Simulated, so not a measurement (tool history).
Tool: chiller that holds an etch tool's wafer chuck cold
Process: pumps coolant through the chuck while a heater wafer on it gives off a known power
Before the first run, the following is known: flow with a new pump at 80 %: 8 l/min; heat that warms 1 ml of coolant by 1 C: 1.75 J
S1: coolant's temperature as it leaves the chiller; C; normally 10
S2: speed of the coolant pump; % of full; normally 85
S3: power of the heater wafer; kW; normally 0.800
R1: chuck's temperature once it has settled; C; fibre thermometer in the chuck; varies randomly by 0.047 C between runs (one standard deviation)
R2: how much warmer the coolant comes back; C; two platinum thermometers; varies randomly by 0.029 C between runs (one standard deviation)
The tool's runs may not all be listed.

run 1 hour=0.0 | S1=10 S2=85 S3=0.800 | R1=15.01 R2=3.24
run 2 hour=22.2 | S1=10 S2=85 S3=0.800 | R1=15.08 R2=3.26
run 3 hour=52.5 | S1=10 S2=85 S3=0.800 | R1=15.04 R2=3.24
run 4 hour=85.6 | S1=10 S2=85 S3=0.800 | R1=15.01 R2=3.32
run 5 hour=107.6 | S1=10 S2=85 S3=0.800 | R1=15.05 R2=3.27
run 6 hour=121.5 | S1=10 S2=85 S3=0.800 | R1=15.04 R2=3.34
run 7 hour=146.6 | S1=10 S2=60 S3=0.800 | R1=16.70 R2=4.57
run 8 hour=172.1 | S1=10 S2=60 S3=0.758 | R1=16.36 R2=4.35
run 9 hour=202.2 | S1=10 S2=60 S3=0.531 | R1=14.17 R2=3.06
run 10 hour=233.8 | S1=10 S2=60 S3=0.531 | R1=14.15 R2=3.07
run 11 hour=255.6 | S1=10 S2=85 S3=0.800 | R1=14.98 R2=3.31
-- hour=259.3 chiller's thermometer calibrated
run 12 hour=281.9 | S1=10 S2=85 S3=0.800 | R1=14.79 R2=3.27
run 13 hour=303.1 | S1=3 S2=85 S3=0.800 | R1=7.84 R2=3.28
-- hour=328.6 chiller's thermometer calibrated, once more
run 14 hour=328.6 | S1=3 S2=85 S3=0.800 | R1=8.88 R2=3.25
run 15 hour=345.3 | S1=8 S2=85 S3=0.800 | R1=13.96 R2=3.28
run 16 hour=369.8 | S1=8 S2=73 S3=0.737 | R1=14.07 R2=3.52
run 17 hour=400.5 | S1=19 S2=83 S3=0.454 | R1=22.43 R2=1.90
run 18 hour=431.9 | S1=19 S2=83 S3=0.454 | R1=22.33 R2=1.96
run 19 hour=462.4 | S1=2 S2=100 S3=0.512 | R1=5.40 R2=1.86
run 20 hour=477.5 | S1=3 S2=100 S3=0.512 | R1=6.39 R2=1.78
run 21 hour=504.7 | S1=10 S2=76 S3=0.517 | R1=14.13 R2=2.40
run 22 hour=527.8 | S1=10 S2=76 S3=0.517 | R1=14.19 R2=2.37
run 23 hour=549.8 | S1=15 S2=70 S3=0.800 | R1=21.83 R2=3.97
run 24 hour=566.6 | S1=7 S2=96 S3=0.429 | R1=9.84 R2=1.54
run 25 hour=587.5 | S1=14 S2=82 S3=0.537 | R1=18.06 R2=2.31

Predict each of these 4 candidate next runs independently; none follows another, all start after run 25:
run A hour=609.3 | S1=13 S2=83 S3=0.719 | R1=? R2=?
run B hour=609.3 | S1=10 S2=64 S3=0.407 | R1=? R2=?
run C hour=609.3 | S1=12 S2=96 S3=0.417 | R1=? R2=?
run D hour=609.3 | S1=11 S2=91 S3=0.800 | R1=? R2=?

run=A R1=18.41 R2=3.03
run=B R1=13.74 R2=2.24
run=C R1=14.78 R2=1.57
run=D R1=16.61 R2=3.09
Without the tool's hidden state the same runs would have given:
run=A R1=18.10 R2=2.95
run=B R1=13.56 R2=2.18
run=C R1=14.65 R2=1.53
run=D R1=16.28 R2=3.00

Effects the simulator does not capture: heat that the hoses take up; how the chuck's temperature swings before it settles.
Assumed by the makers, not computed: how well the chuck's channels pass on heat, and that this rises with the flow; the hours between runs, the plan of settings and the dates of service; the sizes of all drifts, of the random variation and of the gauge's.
